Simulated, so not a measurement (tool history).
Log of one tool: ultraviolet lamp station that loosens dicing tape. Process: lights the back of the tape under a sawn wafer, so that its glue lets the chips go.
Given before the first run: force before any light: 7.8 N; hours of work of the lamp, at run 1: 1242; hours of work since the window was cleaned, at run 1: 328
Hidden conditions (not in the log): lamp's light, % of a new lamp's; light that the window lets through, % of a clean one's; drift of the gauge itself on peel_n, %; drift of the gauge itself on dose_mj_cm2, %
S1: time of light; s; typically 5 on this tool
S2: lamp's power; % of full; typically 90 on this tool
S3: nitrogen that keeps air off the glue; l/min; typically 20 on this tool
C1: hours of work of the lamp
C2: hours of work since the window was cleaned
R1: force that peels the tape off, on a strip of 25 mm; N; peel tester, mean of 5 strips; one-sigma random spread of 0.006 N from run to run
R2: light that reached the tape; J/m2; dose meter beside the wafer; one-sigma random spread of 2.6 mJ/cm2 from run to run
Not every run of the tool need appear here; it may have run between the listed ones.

run	hour	S1	S2	S3	C1	C2	R1	R2
1	0	5	90	20	1242	328	0.532	2030
# hour 21.5: window cleaned of glue's vapour
2	24.6	5	90	26	1259	2	0.292	2370
3	66.7	5	90	26	1288	31	0.314	2330
4	104.3	3	90	20	1314	57	1.214	1340
5	129.1	3	90	20	1331	74	1.231	1310
6	176.5	3	90	20	1363	107	1.306	1300
7	200.5	4	90	13	1380	123	1.054	1680

Forecast run 8:
8	238	3	75	8	1406	149	?	?

R1: 2.862 N
R2: 1020 J/m2
Take away the tool's hidden state, keep the run-to-run variation as it was, and the same run would have given R1 1.591 N, R2 1620 J/m2.
